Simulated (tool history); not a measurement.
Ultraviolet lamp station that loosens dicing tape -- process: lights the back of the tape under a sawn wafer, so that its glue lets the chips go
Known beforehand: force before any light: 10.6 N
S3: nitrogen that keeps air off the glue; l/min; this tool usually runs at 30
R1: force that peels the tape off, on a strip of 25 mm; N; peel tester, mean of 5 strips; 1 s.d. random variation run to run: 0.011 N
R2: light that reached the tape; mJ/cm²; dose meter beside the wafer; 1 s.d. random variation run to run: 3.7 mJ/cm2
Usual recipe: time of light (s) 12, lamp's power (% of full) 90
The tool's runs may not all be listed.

Run 1, hour 0.0: usual settings. Result: R1 0.462 N, R2 623 mJ/cm².
Run 2, hour 32.0: usual settings. Result: R1 0.471 N, R2 620 mJ/cm².
Run 3, hour 65.1: usual settings. Result: R1 0.461 N, R2 614 mJ/cm².
At hour 78.0: window cleaned of glue's vapour.
Run 4, hour 129.1: usual settings. Result: R1 0.484 N, R2 625 mJ/cm².
Run 5, hour 169.9: usual settings. Result: R1 0.460 N, R2 621 mJ/cm².
Run 6, hour 236.6: usual settings. Result: R1 0.490 N, R2 627 mJ/cm².
Run 7, hour 292.6: usual settings. Result: R1 0.486 N, R2 614 mJ/cm².
Run 8, hour 358.6: usual settings. Result: R1 0.443 N, R2 619 mJ/cm².
Run 9, hour 388.7: usual settings. Result: R1 0.484 N, R2 615 mJ/cm².
Run 10, hour 444.5: usual settings but S3 25 l/min. Result: R1 0.525 N, R2 620 mJ/cm².
Run 11, hour 494.4: usual settings but time of light (s) 10. Result: R1 0.761 N, R2 513 mJ/cm².
At hour 504.1: window cleaned of glue's vapour.
Run 12, hour 551.6: usual settings but time of light (s) 10. Result: R1 0.719 N, R2 512 mJ/cm².
Run 13, hour 592.6: usual settings but time of light (s) 10. Result: R1 0.758 N, R2 511 mJ/cm².
Run 14, hour 625.8: usual settings but time of light (s) 10. Result: R1 0.747 N, R2 513 mJ/cm².
Run 15, hour 694.4: usual settings but time of light (s) 10, lamp's power (% of full) 84. Result: R1 0.853 N, R2 472 mJ/cm².
Run 16, hour 729.6: usual settings. Result: R1 0.461 N, R2 615 mJ/cm².
Run 17, hour 770.4: usual settings. Result: R1 0.455 N, R2 609 mJ/cm².
Run 18, hour 805.7: usual settings. Result: R1 0.485 N, R2 611 mJ/cm².
At hour 868.7: lamp changed.
Run 19, hour 871.0: usual settings. Result: R1 0.449 N, R2 615 mJ/cm².
Run 20, hour 927.7: usual settings. Result: R1 0.460 N, R2 608 mJ/cm².
At hour 934.3: window cleaned of glue's vapour.
Run 21, hour 982.9: usual settings. Result: R1 0.454 N, R2 603 mJ/cm².
Run 22, hour 1042.0: usual settings but time of light (s) 17, S3 48 l/min. Result: R1 0.143 N, R2 871 mJ/cm².
Run 23, hour 1083.5: usual settings but time of light (s) 17, S3 48 l/min. Result: R1 0.146 N, R2 860 mJ/cm².
Run 24, hour 1114.9: usual settings but time of light (s) 9, lamp's power (% of full) 82, S3 10 l/min. Result: R1 2.197 N, R2 415 mJ/cm².
Run 25, hour 1146.7: usual settings but time of light (s) 11, lamp's power (% of full) 82, S3 10 l/min. Result: R1 1.528 N, R2 512 mJ/cm².
Run 26, hour 1194.8: usual settings but lamp's power (% of full) 69. Result: R1 0.901 N, R2 461 mJ/cm².
Run 27, hour 1236.5: usual settings but lamp's power (% of full) 69. Result: R1 0.932 N, R2 463 mJ/cm².
Run 28, hour 1274.4: usual settings but lamp's power (% of full) 69. Result: R1 0.904 N, R2 465 mJ/cm².
Run 29, hour 1325.5: usual settings but time of light (s) 19, lamp's power (% of full) 86, S3 39 l/min. Result: R1 0.144 N, R2 915 mJ/cm².
Run 30, hour 1359.2: usual settings but time of light (s) 18, lamp's power (% of full) 97, S3 16 l/min. Result: R1 0.215 N, R2 980 mJ/cm².
At hour 1364.1: window cleaned of glue's vapour.
Run 31, hour 1420.4: usual settings but time of light (s) 18, lamp's power (% of full) 97, S3 16 l/min. Result: R1 0.212 N, R2 982 mJ/cm².
Run 32, hour 1462.7: usual settings but time of light (s) 18, lamp's power (% of full) 97, S3 53 l/min. Result: R1 0.111 N, R2 981 mJ/cm².
Run 33, hour 1508.8: usual settings but time of light (s) 7, lamp's power (% of full) 60, S3 44 l/min. Result: R1 2.636 N, R2 232 mJ/cm².
Run 34, hour 1576.6: usual settings but lamp's power (% of full) 89, S3 21 l/min. Result: R1 0.624 N, R2 592 mJ/cm².
Run 35, hour 1636.0: usual settings but lamp's power (% of full) 89, S3 21 l/min. Result: R1 0.633 N, R2 596 mJ/cm².
Run 36, hour 1669.6: usual settings but time of light (s) 19, lamp's power (% of full) 60, S3 51 l/min. Result: R1 0.303 N, R2 629 mJ/cm².
At hour 1687.0: gauge calibrated.
Run 37, hour 1703.4: usual settings but time of light (s) 19, lamp's power (% of full) 60, S3 51 l/min. Result: R1 0.296 N, R2 656 mJ/cm².
Run 38, hour 1738.5: usual settings but time of light (s) 16, lamp's power (% of full) 66, S3 50 l/min. Result: R1 0.359 N, R2 604 mJ/cm².
At hour 1794.9: window cleaned of glue's vapour.
Run 39, hour 1799.6: usual settings but time of light (s) 16, lamp's power (% of full) 66, S3 50 l/min. Result: R1 0.363 N, R2 612 mJ/cm².
Run 40, hour 1867.5: usual settings but time of light (s) 16, lamp's power (% of full) 66, S3 50 l/min. Result: R1 0.363 N, R2 607 mJ/cm².
Run 41, hour 1908.7: usual settings but lamp's power (% of full) 66, S3 35 l/min. Result: R1 0.926 N, R2 451 mJ/cm².
Run 42, hour 1977.6: usual settings but lamp's power (% of full) 66, S3 35 l/min. Result: R1 0.916 N, R2 460 mJ/cm².

What would each run have given without the hidden state, its run-to-run variation left as it was?
Unlogged tool condition in this case: lamp's light, % of a new lamp's; light that the window lets through, % of a clean one's; drift of the gauge itself on peel_n, %; drift of the gauge itself on dose_mj_cm2, %.
run    R2
  1   623
  2   621
  3   615
  4   627
  5   624
  6   630
  7   618
  8   624
  9   620
 10   626
 11   518
 12   517
 13   517
 14   520
 15   478
 16   624
 17   619
 18   620
 19   625
 20   619
 21   614
 22   887
 23   877
 24   424
 25   523
 26   471
 27   474
 28   476
 29   938
 30  1005
 31  1008
 32  1008
 33   239
 34   610
 35   615
 36   649
 37   657
 38   606
 39   614
 40   610
 41   453
 42   463
R1: within 0.003 N of the measured result in every run.
